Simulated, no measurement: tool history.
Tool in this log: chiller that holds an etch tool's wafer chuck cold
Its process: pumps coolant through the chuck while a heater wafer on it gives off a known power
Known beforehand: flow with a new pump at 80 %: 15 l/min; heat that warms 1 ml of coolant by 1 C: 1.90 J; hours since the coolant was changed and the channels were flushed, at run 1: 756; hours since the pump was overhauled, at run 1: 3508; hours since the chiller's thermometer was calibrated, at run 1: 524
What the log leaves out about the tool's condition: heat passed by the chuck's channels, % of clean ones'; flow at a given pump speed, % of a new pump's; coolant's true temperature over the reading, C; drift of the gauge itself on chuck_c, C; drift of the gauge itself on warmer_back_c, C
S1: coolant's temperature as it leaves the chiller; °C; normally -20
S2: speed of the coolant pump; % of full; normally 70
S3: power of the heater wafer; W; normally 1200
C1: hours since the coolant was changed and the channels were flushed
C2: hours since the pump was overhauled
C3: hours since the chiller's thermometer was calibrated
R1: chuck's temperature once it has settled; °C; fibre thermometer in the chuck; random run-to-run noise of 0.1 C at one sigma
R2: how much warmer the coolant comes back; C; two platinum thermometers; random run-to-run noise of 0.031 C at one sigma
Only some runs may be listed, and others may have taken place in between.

run,hour,S1,S2,S3,C1,C2,C3,R1,R2
1,0,-20,70,1200,756,3508,524,-7.6,3.21
2,139.2,-20,70,1200,895,3647,663,-7.8,3.19
3,272.9,-20,70,1200,1029,3781,797,-7.4,3.17
4,367.5,-20,70,1413,1124,3875,891,-5.1,3.71
5,447.8,-20,70,1413,1204,3955,971,-5,3.69
6,590.9,-20,91,1200,1347,4099,1115,-9.8,2.43
7,655.7,-20,70,1076,1412,4163,1179,-8.6,2.92
8,770.4,-20,70,1076,1527,4278,1294,-8.3,2.89
9,915.1,-20,70,1076,1671,4423,1439,-8.3,2.83
10,1022.8,-20,70,1076,1779,4530,1546,-8,2.88
11,1169.6,-20,94,1200,1926,4677,1693,-9.8,2.37
12,1309,-21,85,1494,2065,4817,1833,-6.7,3.26
13,1401.8,-21,85,1494,2158,4909,1925,-6.8,3.29
14,1507.7,-21,85,1494,2264,5015,2031,-6.6,3.25
15,1600.8,-21,85,1494,2357,5108,2124,-6.3,3.28

How would selected steps in R1 from run to run divide? Give the signed amount a tool lacking its hidden state would still show from settings, what came in and random variation, and the signed amount left for the hidden state, including any gauge scatter that is not in both of the compared results.
Run 5 -> 6: S2 70 -> 91, S3 1413 -> 1200. R1 -4.8 °C: hidden state -0.5, all else -4.3.
Run 11 -> 12: S1 -20 -> -21, S2 94 -> 85, S3 1200 -> 1494. R1 +3.1 °C: hidden state +0.8, all else +2.3.
